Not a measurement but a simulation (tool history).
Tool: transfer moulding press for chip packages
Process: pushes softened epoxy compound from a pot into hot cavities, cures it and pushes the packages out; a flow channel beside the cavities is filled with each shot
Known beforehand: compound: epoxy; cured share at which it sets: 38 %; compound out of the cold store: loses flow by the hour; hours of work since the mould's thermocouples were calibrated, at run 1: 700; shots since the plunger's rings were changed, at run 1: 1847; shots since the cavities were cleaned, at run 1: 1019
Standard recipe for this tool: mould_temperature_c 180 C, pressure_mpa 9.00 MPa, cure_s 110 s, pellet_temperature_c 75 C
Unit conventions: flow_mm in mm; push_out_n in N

run	day	mould_temperature_c	pressure_mpa	cure_s	pellet_temperature_c	hours of work since the mould's thermocouples were calibrated	shots since the plunger's rings were changed	shots since the cavities were cleaned	incoming compound's hours out of the cold store	flow_mm	push_out_n
1	0.000	180	9.00	110	75	700	1847	1019	35.4	592	1070
# day 0.383: cavities cleaned with cleaning compound and waxed
2	0.867	180	9.00	110	75	714	2088	145	24.8	604	689
3	1.879	180	10.11	110	75	732	2390	447	15.9	649	928
4	2.592	180	10.11	110	75	744	2602	659	8.9	660	1075
5	3.471	180	9.00	110	85	760	2865	922	29.6	592	1111
# day 4.208: cavities cleaned with cleaning compound and waxed
6	4.538	180	9.00	110	75	778	3165	98	30.9	589	681
7	5.521	180	9.00	110	75	795	3458	391	9.8	609	972
8	6.592	183	9.00	110	75	814	3779	712	9.0	602	894
9	7.108	183	10.89	110	75	823	3933	866	24.2	640	931
# day 7.762: plunger's sealing rings changed
10	7.938	184	10.89	110	75	836	52	1082	28.8	661	923
# day 8.142: cavities cleaned with cleaning compound and waxed
11	8.558	184	9.00	110	75	846	219	125	46.0	572	564
12	9.354	184	9.00	110	75	860	457	363	46.6	568	745
13	10.179	180	10.85	110	75	875	704	610	34.9	649	1019
14	11.292	180	10.85	115	75	895	1035	941	43.2	641	1034
# day 11.525: mould's thermocouples calibrated
# day 11.979: cavities cleaned with cleaning compound and waxed
15	11.979	186	7.98	142	67	7	1197	0	38.2	538	390
16	12.750	187	9.00	128	80	21	1428	231	21.3	588	545
17	13.492	187	9.00	128	80	34	1649	452	47.2	558	670
18	14.058	175	9.00	112	70	44	1819	622	17.9	619	1370
19	15.146	175	9.00	112	77	63	2144	947	21.8	616	1475
# day 15.788: cavities cleaned with cleaning compound and waxed
20	16.029	175	9.00	112	77	78	2389	73	37.1	596	785
21	17.104	180	9.82	110	73	97	2709	393	45.7	594	839
22	18.246	180	9.00	110	81	117	3051	735	44.9	561	956
23	19.033	188	9.00	119	75	131	3286	970	9.2	596	806
# day 19.633: cavities cleaned with cleaning compound and waxed
24	19.758	180	10.63	112	71	143	3484	38	19.3	651	548
25	20.425	184	9.00	110	75	155	3682	236	46.6	554	627
26	20.921	184	9.00	110	75	163	3831	385	27.6	577	707
# day 21.904: plunger's sealing rings changed
27	22.054	184	9.00	110	75	182	45	692	19.2	606	845

Branching from run 27: 4 alternative next runs. What would each branch give?
A	22.629	176	9.33	119	75	192	217	864	24.0	?	?
B	22.629	185	6.99	110	66	192	217	864	22.3	?	?
C	22.629	185	7.68	110	80	192	217	864	44.2	?	?
D	22.629	181	8.48	110	80	192	217	864	17.1	?	?

run	flow_mm	push_out_n
A	636	1188
B	535	879
C	529	827
D	598	1003
With no hidden state in the tool, these same runs would have given:
run	flow_mm	push_out_n
A	638	566
B	537	421
C	531	394
D	600	475

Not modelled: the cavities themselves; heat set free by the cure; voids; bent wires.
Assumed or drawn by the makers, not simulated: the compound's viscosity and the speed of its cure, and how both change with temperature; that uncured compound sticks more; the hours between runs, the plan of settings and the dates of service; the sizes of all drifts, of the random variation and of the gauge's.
